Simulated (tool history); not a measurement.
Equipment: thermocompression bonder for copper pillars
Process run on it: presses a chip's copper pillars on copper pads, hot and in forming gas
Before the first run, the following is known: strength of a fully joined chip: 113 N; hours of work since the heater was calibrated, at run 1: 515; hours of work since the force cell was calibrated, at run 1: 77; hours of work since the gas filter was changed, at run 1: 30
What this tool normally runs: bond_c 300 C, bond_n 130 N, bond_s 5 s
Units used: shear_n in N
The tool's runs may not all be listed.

| run | hour | bond_c | bond_n | bond_s | hours of work since the heater was calibrated | hours of work since the force cell was calibrated | hours of work since the gas filter was changed | shear_n |
|---|---|---|---|---|---|---|---|---|
| 1 | 0 | 300 | 130 | 5 | 515 | 77 | 30 | 52.8 |
| 2 | 19.1 | 300 | 130 | 5 | 523 | 86 | 38 | 52.6 |
| 3 | 51.9 | 300 | 130 | 5 | 537 | 100 | 52 | 52.2 |
| 4 | 77.6 | 300 | 130 | 5 | 548 | 111 | 63 | 52 |
| 5 | 113.9 | 300 | 106 | 5 | 564 | 127 | 79 | 42.9 |
| 6 | 138.5 | 300 | 106 | 5 | 574 | 137 | 89 | 42.6 |
| 7 | 163.4 | 300 | 106 | 5 | 585 | 148 | 100 | 42.8 |
| 8 | 187.9 | 300 | 106 | 5 | 596 | 159 | 111 | 42 |
| 9 | 218.2 | 300 | 130 | 5 | 609 | 172 | 124 | 49.9 |
| 10 | 239.6 | 300 | 130 | 5 | 618 | 181 | 133 | 49.9 |
| 11 | 273.6 | 300 | 83 | 5 | 633 | 196 | 148 | 32.5 |
|  | 299 | forming gas filter changed |
| 12 | 314.6 | 326 | 130 | 5 | 650 | 213 | 7 | 68.4 |
| 13 | 338.8 | 300 | 130 | 5 | 661 | 224 | 17 | 53.7 |
| 14 | 376.9 | 300 | 130 | 5 | 677 | 240 | 34 | 53.2 |
| 15 | 408 | 300 | 177 | 5 | 691 | 253 | 47 | 67.6 |
| 16 | 445.5 | 300 | 130 | 3 | 707 | 270 | 63 | 43.8 |
| 17 | 474.3 | 300 | 130 | 3 | 719 | 282 | 76 | 43.1 |
| 18 | 503.2 | 300 | 130 | 3 | 732 | 295 | 88 | 42.6 |
| 19 | 528.6 | 308 | 130 | 5 | 743 | 306 | 99 | 55.3 |
| 20 | 557.5 | 300 | 130 | 3 | 755 | 318 | 112 | 41.6 |
| 21 | 598 | 296 | 130 | 14 | 773 | 336 | 129 | 67.2 |
| 22 | 624.5 | 296 | 130 | 6 | 784 | 347 | 141 | 50.7 |
| 23 | 653.6 | 324 | 89 | 12 | 797 | 360 | 153 | 60.8 |
|  | 667.8 | forming gas filter changed |
| 24 | 683.5 | 300 | 115 | 5 | 809 | 372 | 7 | 48.7 |
| 25 | 727.4 | 290 | 144 | 5 | 828 | 391 | 26 | 53.4 |
| 26 | 756.5 | 330 | 125 | 5 | 841 | 404 | 38 | 67.8 |
| 27 | 783.1 | 330 | 125 | 5 | 852 | 415 | 50 | 67.3 |
| 28 | 810.3 | 296 | 132 | 5 | 864 | 427 | 62 | 51.3 |
| 29 | 837.9 | 278 | 130 | 9 | 876 | 439 | 73 | 51.4 |
| 30 | 875.1 | 324 | 130 | 5 | 892 | 455 | 90 | 64.8 |
| 31 | 912.5 | 318 | 90 | 5 | 908 | 471 | 106 | 44.7 |
| 32 | 940.7 | 286 | 159 | 3 | 920 | 483 | 118 | 43.6 |
| 33 | 969.6 | 286 | 159 | 3 | 933 | 496 | 130 | 43.3 |
| 34 | 1003.8 | 285 | 130 | 5 | 948 | 511 | 145 | 42.6 |
|  | 1035.8 | forming gas filter changed |
| 35 | 1047.2 | 300 | 100 | 5 | 966 | 529 | 5 | 43.9 |
| 36 | 1077.6 | 300 | 100 | 5 | 979 | 542 | 18 | 43.5 |
| 37 | 1097 | 316 | 130 | 10 | 988 | 551 | 26 | 77.3 |
| 38 | 1130.6 | 316 | 130 | 10 | 1002 | 565 | 41 | 76.8 |
| 39 | 1166.1 | 329 | 87 | 5 | 1018 | 580 | 56 | 49.7 |
| 40 | 1196 | 300 | 145 | 6 | 1030 | 593 | 69 | 61.1 |

Describe how what the log doesn't record of the tool's condition differs between the last listed run preceding each entry between runs and the first listed run following it.
Between runs 11 and 12: forming gas filter changed (hour 299)
  true temperature of the bond over the reading, C: 7.1 -> 7.3; force that reaches the chip, % of what is set: 98.4 -> 98.3; oxide that the forming gas leaves, % of the face: 9.03 -> 1.04
  measured less the result without the state, shear_n: -0.6 -> +2.8 N
Between runs 23 and 24: forming gas filter changed (hour 667.8)
  true temperature of the bond over the reading, C: 8.8 -> 9; force that reaches the chip, % of what is set: 97.5 -> 97.4; oxide that the forming gas leaves, % of the face: 10.05 -> 0.96
  measured less the result without the state, shear_n: -2.8 -> +3.2 N
Between runs 34 and 35: forming gas filter changed (hour 1035.8)
  true temperature of the bond over the reading, C: 10.4 -> 10.6; force that reaches the chip, % of what is set: 96.6 -> 96.5; oxide that the forming gas leaves, % of the face: 9.33 -> 0.82
  measured less the result without the state, shear_n: -0.1 -> +3.5 N

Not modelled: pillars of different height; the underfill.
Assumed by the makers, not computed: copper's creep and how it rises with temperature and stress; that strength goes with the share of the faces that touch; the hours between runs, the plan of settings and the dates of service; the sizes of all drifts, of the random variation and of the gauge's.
